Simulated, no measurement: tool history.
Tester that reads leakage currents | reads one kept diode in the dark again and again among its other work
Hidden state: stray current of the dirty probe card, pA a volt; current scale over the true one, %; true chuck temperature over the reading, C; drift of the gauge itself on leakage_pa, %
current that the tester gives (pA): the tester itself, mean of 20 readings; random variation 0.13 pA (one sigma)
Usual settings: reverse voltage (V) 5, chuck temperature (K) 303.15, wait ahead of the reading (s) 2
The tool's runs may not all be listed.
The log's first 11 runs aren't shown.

run,hour,reverse voltage (V),chuck temperature (K),wait ahead of the reading (s),hours of work since the probe card was cleaned,hours of work since the tester was calibrated,hours of work since the chuck was calibrated,current that the tester gives (pA)
12,231.1,5,303.15,0.41,2888,335,1398,45.23
13,256.6,5,303.15,0.41,2901,348,1411,45.34
14,273.4,3.3,303.15,2,2909,357,1420,33.28
15,303.7,5,302.15,2,2925,372,1435,40.52
16,332.8,5,302.15,2,2940,387,1450,40.56
17,356.8,2.39,304.15,0.41,2952,400,1463,30.2
18,378,2.39,304.15,0.41,2963,411,1473,30.07
19,407.1,2.39,304.15,0.41,2978,426,1488,30.2
20,434.9,5,304.15,3.18,2992,440,1503,46.15
21,459.5,5,295.15,0.66,3005,452,1515,26.82
22,476.4,5.14,303.15,2.43,3014,461,1524,44.01
23,499.9,16.26,297.15,1.14,3026,473,1536,66.92
24,513.3,16.26,297.15,1.14,3033,480,1543,67.35
25,532.4,5,303.15,3.88,3042,490,1553,42.77
26,549.7,5,303.15,3.88,3051,499,1562,43.09
27,570.6,6.94,309.15,2.22,3062,510,1572,79.76
28,584.7,6.94,309.15,2.22,3069,517,1580,79.45
29,597.4,6.94,309.15,2.22,3076,523,1586,79.81
30,617.4,5,303.15,1.55,3086,534,1596,43.71
31,642.8,3.41,300.15,1.55,3099,547,1610,27.71

Forecast each of these 3 alternatives for the next run:
A,659.2,2.34,300.15,1.55,3108,555,1618,?
B,659.2,1.14,303.15,2,3108,555,1618,?
C,659.2,3.68,300.15,1.55,3108,555,1618,?

run,current that the tester gives (pA)
A,21.89
B,17.19
C,29.32
Without the tool's hidden state the same runs would have given:
run,current that the tester gives (pA)
A,19.52
B,16.2
C,25.44
